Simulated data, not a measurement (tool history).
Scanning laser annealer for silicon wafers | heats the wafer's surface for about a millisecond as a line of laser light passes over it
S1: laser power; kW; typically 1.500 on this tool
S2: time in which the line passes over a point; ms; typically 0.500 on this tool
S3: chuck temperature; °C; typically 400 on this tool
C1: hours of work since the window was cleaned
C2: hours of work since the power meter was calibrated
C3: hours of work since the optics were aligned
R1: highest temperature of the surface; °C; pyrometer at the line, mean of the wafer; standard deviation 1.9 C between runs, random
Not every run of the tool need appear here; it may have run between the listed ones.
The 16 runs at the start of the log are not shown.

Run 17, hour 201.5: usual settings but S2 0.509 ms; C1 263; C2 504; C3 1215. Result: R1 1161 °C.
Run 18, hour 214.6: usual settings but S2 0.509 ms; C1 271; C2 511; C3 1223. Result: R1 1161 °C.
Run 19, hour 223.4: usual settings but S1 1.604 kW; C1 276; C2 516; C3 1228. Result: R1 1223 °C.
Run 20, hour 235.6: usual settings but S1 1.295 kW; C1 283; C2 523; C3 1235. Result: R1 1029 °C.
Run 21, hour 246.9: usual settings but S3 424 °C; C1 289; C2 530; C3 1242. Result: R1 1181 °C.
At hour 253.3: optics aligned, line set to its width.
Run 22, hour 262.7: usual settings but S1 1.511 kW, S2 0.455 ms, S3 428 °C; C1 296; C2 536; C3 5. Result: R1 1145 °C.
Run 23, hour 273.7: usual settings but S2 0.588 ms, S3 397 °C; C1 302; C2 543; C3 12. Result: R1 1203 °C.
Run 24, hour 285.0: usual settings but S1 1.461 kW, S2 0.395 ms; C1 309; C2 549; C3 18. Result: R1 1033 °C.
Run 25, hour 299.8: usual settings but S1 1.461 kW, S2 0.395 ms; C1 317; C2 558; C3 27. Result: R1 1033 °C.
Run 26, hour 310.8: usual settings but S1 1.636 kW, S2 0.539 ms, S3 403 °C; C1 324; C2 564; C3 33. Result: R1 1260 °C.
Run 27, hour 320.7: usual settings but S1 1.636 kW, S2 0.539 ms, S3 403 °C; C1 329; C2 570; C3 39. Result: R1 1265 °C.
Run 28, hour 334.9: usual settings but S1 1.288 kW, S2 0.594 ms, S3 380 °C; C1 338; C2 578; C3 47. Result: R1 1050 °C.
Run 29, hour 349.7: usual settings but S1 1.288 kW, S2 0.594 ms, S3 380 °C; C1 346; C2 587; C3 56. Result: R1 1049 °C.
At hour 358.6: optics aligned, line set to its width, once more.
Run 30, hour 369.6: usual settings but S1 1.288 kW, S2 0.594 ms, S3 380 °C; C1 355; C2 595; C3 6. Result: R1 1076 °C.
Run 31, hour 384.8: usual settings but S2 0.468 ms; C1 364; C2 604; C3 15. Result: R1 1144 °C.
Run 32, hour 399.1: usual settings but S1 1.616 kW, S2 0.468 ms, S3 395 °C; C1 372; C2 613; C3 24. Result: R1 1209 °C.
Run 33, hour 416.8: usual settings but S1 1.594 kW, S2 0.420 ms, S3 373 °C; C1 382; C2 623; C3 34. Result: R1 1132 °C.
Run 34, hour 429.7: usual settings but S1 1.638 kW, S2 0.420 ms, S3 416 °C; C1 390; C2 630; C3 41. Result: R1 1197 °C.
Run 35, hour 437.6: usual settings but S1 1.563 kW, S2 0.611 ms, S3 435 °C; C1 394; C2 635; C3 46. Result: R1 1333 °C.
Run 36, hour 451.1: usual settings but S1 1.462 kW, S2 0.490 ms, S3 384 °C; C1 402; C2 643; C3 54. Result: R1 1120 °C.
Run 37, hour 459.7: usual settings but S1 1.513 kW, S2 0.490 ms, S3 407 °C; C1 407; C2 648; C3 59. Result: R1 1175 °C.
Run 38, hour 475.4: usual settings but S2 0.492 ms, S3 425 °C; C1 416; C2 657; C3 68. Result: R1 1185 °C.
Run 39, hour 493.6: usual settings but S1 1.508 kW, S2 0.467 ms, S3 407 °C; C1 427; C2 667; C3 78. Result: R1 1151 °C.
Run 40, hour 501.4: usual settings but S2 0.376 ms; C1 431; C2 672; C3 83. Result: R1 1062 °C.

3 ways to go on from here, each from the tool as it stands after run 40. What would each give?
Run A, hour 518.4: usual settings but S2 0.549 ms; C1 441; C2 682; C3 93. Result: R1 ?.
Run B, hour 518.4: usual settings but S1 1.498 kW, S2 0.442 ms; C1 441; C2 682; C3 93. Result: R1 ?.
Run C, hour 518.4: usual settings but S1 1.288 kW, S2 0.356 ms; C1 441; C2 682; C3 93. Result: R1 ?.

run    R1
  A  1202
  B  1116
  C   933
What these runs would have given with no unlogged condition in the tool:
run    R1
  A  1225
  B  1137
  C   948

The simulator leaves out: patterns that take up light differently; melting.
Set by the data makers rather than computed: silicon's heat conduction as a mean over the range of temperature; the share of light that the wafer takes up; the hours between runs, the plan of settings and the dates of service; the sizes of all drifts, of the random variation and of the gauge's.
